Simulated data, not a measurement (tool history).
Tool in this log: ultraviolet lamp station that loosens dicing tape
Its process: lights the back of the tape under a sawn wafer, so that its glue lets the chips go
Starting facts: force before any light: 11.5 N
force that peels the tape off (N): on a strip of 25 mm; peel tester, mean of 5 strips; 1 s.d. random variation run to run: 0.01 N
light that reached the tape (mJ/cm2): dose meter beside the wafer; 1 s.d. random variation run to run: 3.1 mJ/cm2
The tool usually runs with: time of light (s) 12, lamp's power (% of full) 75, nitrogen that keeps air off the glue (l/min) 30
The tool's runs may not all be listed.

run	day	time of light (s)	lamp's power (% of full)	nitrogen that keeps air off the glue (l/min)	force that peels the tape off (N)	light that reached the tape (mJ/cm2)
1	0.000	12	75	30	0.565	425
2	0.408	18	75	30	0.175	637
3	0.842	18	75	30	0.177	636
4	1.021	18	75	30	0.179	637
5	1.317	12	75	30	0.592	428
6	1.738	12	75	30	0.562	424
7	2.042	12	75	30	0.574	418
8	2.438	10	76	13	1.621	358
9	2.746	8	76	12	2.565	284
10	3.038	13	93	12	0.648	568
11	3.421	13	93	12	0.612	561
12	3.604	13	93	12	0.642	564
13	3.988	13	93	12	0.631	558
14	4.412	6	79	29	2.416	217

4 ways to go on from here, each from the tool as it stands after run 14. What would each give?
A	4.692	10	79	29	?	?
B	4.692	6	67	12	?	?
C	4.692	20	67	30	?	?
D	4.692	17	65	59	?	?

run	force that peels the tape off (N)	light that reached the tape (mJ/cm2)
A	0.863	367
B	4.178	186
C	0.193	613
D	0.203	510
With the hidden condition removed and each run's random variation left untouched, the same runs would have given:
run	force that peels the tape off (N)	light that reached the tape (mJ/cm2)
A	0.651	410
B	3.725	207
C	0.141	685
D	0.151	570
